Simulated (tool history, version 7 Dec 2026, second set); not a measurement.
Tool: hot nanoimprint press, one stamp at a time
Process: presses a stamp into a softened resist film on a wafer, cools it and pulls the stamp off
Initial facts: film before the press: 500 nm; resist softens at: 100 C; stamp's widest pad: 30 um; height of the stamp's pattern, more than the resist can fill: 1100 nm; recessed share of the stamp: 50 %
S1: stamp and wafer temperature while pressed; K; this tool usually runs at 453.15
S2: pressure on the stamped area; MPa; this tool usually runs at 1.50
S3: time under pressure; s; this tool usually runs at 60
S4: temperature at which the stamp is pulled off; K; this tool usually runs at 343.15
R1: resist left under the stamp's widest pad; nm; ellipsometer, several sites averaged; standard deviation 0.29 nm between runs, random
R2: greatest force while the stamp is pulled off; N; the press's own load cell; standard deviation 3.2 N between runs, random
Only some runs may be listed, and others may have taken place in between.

| run | hour | S1 | S2 | S3 | S4 | R1 | R2 |
|---|---|---|---|---|---|---|---|
| 1 | 0.0 | 453.15 | 1.50 | 60 | 343.15 | 244.6 | 160 |
| 2 | 21.3 | 453.15 | 1.50 | 60 | 343.15 | 243.6 | 169 |
| 3 | 38.7 | 453.15 | 1.50 | 60 | 343.15 | 243.8 | 176 |
| 4 | 65.0 | 453.15 | 1.50 | 60 | 343.15 | 244.1 | 180 |
| 5 | 82.0 | 453.15 | 1.50 | 60 | 343.15 | 244.5 | 184 |
|  | 91.0 | plate thermocouple calibrated |
| 6 | 108.7 | 453.15 | 1.50 | 60 | 343.15 | 243.1 | 186 |
| 7 | 128.1 | 453.15 | 1.50 | 60 | 343.15 | 243.4 | 195 |
|  | 136.6 | plate thermocouple calibrated, once more |
| 8 | 145.9 | 454.15 | 1.50 | 60 | 343.15 | 243.5 | 199 |
| 9 | 169.4 | 453.15 | 1.50 | 60 | 343.15 | 251.5 | 205 |
| 10 | 186.4 | 453.15 | 1.50 | 60 | 339.15 | 251.6 | 226 |
| 11 | 209.2 | 453.15 | 1.50 | 60 | 343.15 | 251.0 | 215 |
| 12 | 233.9 | 453.15 | 1.50 | 60 | 343.15 | 250.9 | 225 |
| 13 | 258.0 | 453.15 | 1.50 | 60 | 343.15 | 251.2 | 234 |
| 14 | 283.7 | 453.15 | 1.50 | 60 | 343.15 | 250.7 | 239 |
| 15 | 306.7 | 453.15 | 1.50 | 60 | 343.15 | 250.9 | 241 |
| 16 | 318.3 | 457.15 | 1.50 | 60 | 336.15 | 224.2 | 285 |
| 17 | 336.8 | 457.15 | 1.50 | 60 | 336.15 | 223.1 | 290 |
| 18 | 349.1 | 452.15 | 0.92 | 60 | 343.15 | 311.4 | 250 |
|  | 381.4 | stamp cleaned and given a new release coat |
| 19 | 381.4 | 452.15 | 0.92 | 57 | 343.15 | 315.3 | 156 |
| 20 | 405.8 | 442.15 | 1.49 | 31 | 350.15 | 393.4 | 129 |
| 21 | 429.6 | 442.15 | 1.49 | 31 | 350.15 | 393.3 | 129 |
| 22 | 455.4 | 453.15 | 1.58 | 44 | 347.15 | 272.7 | 150 |
| 23 | 473.6 | 453.15 | 1.50 | 60 | 343.15 | 251.2 | 172 |
| 24 | 492.1 | 457.15 | 1.98 | 60 | 343.15 | 197.0 | 175 |
| 25 | 503.2 | 456.15 | 1.98 | 38 | 343.15 | 241.4 | 179 |
| 26 | 529.9 | 453.15 | 1.50 | 57 | 343.15 | 255.2 | 179 |

For run 27, what comes out?
| 27 | 545.3 | 453.15 | 1.50 | 57 | 343.15 | ? | ? |

{"run 27": {"R1": 255.3, "R2": 189}}
On a tool with no hidden condition, and with the same random variation, this run would have come out at R1 252.2 nm, R2 151 N.
